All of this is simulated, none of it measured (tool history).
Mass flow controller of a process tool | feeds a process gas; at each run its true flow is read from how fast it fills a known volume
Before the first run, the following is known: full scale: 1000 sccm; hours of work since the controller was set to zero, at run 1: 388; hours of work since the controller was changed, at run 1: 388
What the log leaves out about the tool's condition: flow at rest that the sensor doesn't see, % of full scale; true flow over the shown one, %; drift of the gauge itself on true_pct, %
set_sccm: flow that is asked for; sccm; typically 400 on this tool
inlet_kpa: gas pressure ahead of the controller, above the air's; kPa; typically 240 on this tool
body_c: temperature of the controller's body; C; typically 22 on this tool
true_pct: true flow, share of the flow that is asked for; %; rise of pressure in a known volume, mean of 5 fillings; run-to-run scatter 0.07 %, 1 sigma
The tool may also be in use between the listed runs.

run	hour	set_sccm	inlet_kpa	body_c	hours of work since the controller was set to zero	hours of work since the controller was changed	true_pct
1	0	400	240	22	388	388	97.51
2	66.8	400	240	22	431	431	97.44
3	139.2	400	278	22	477	477	97.39
4	178.4	400	278	22	502	502	97.36
5	251.3	400	278	22	549	549	97.29
6	286.1	400	278	22	571	571	97.51
7	340.6	400	276	22	606	606	97.27
8	400.8	400	276	22	645	645	97.23
9	471.9	400	240	22	690	690	97.27
10	524.3	400	240	22	724	724	97.3
11	566.3	400	225	22	751	751	97.34
12	602.5	400	240	22	774	774	97.15
13	656.2	400	240	22	808	808	97.2
14	688.1	400	240	22	829	829	97.15
15	727.7	400	152	22	854	854	97.22
16	772.5	400	152	22	883	883	97.21
17	826.9	400	240	22	918	918	97.04
18	864.8	400	240	22	942	942	97.08
19	933.2	547	154	22	986	986	97.81
20	979.7	400	218	34	1016	1016	97.63
21	1025.2	367	203	32	1045	1045	97.32
22	1074.3	400	240	26	1076	1076	97.28
23	1122.3	228	240	24	1107	1107	96.12
24	1156	263	172	24	1129	1129	96.37
25	1204.7	658	144	24	1160	1160	98.22
26	1243.8	658	144	24	1185	1185	98.15
27	1290.3	876	144	24	1215	1215	98.87
28	1335.1	876	144	24	1243	1243	98.95
29	1404.3	400	240	27	1288	1288	96.93
30	1451	400	240	27	1318	1318	96.97
31	1502.8	400	183	25	1351	1351	97.07
32	1549.2	400	183	25	1381	1381	96.97
33	1587.7	400	183	25	1405	1405	97.09

Pick out some run-to-run changes in true_pct. Of each, how much would a tool without hidden state show as well, from the settings, what came in and chance, and how much is left for the hidden state and any gauge scatter not in both results compared?
Run 22 -> 23: set_sccm 400 -> 228, body_c 26 -> 24. true_pct -1.16 %: hidden state -0.36, all else -0.8.
Run 24 -> 25: set_sccm 263 -> 658, inlet_kpa 172 -> 144. true_pct +1.85 %: hidden state +0.39, all else +1.46.
Run 28 -> 29: set_sccm 876 -> 400, inlet_kpa 144 -> 240, body_c 24 -> 27. true_pct -2.02 %: hidden state -0.29, all else -1.73.
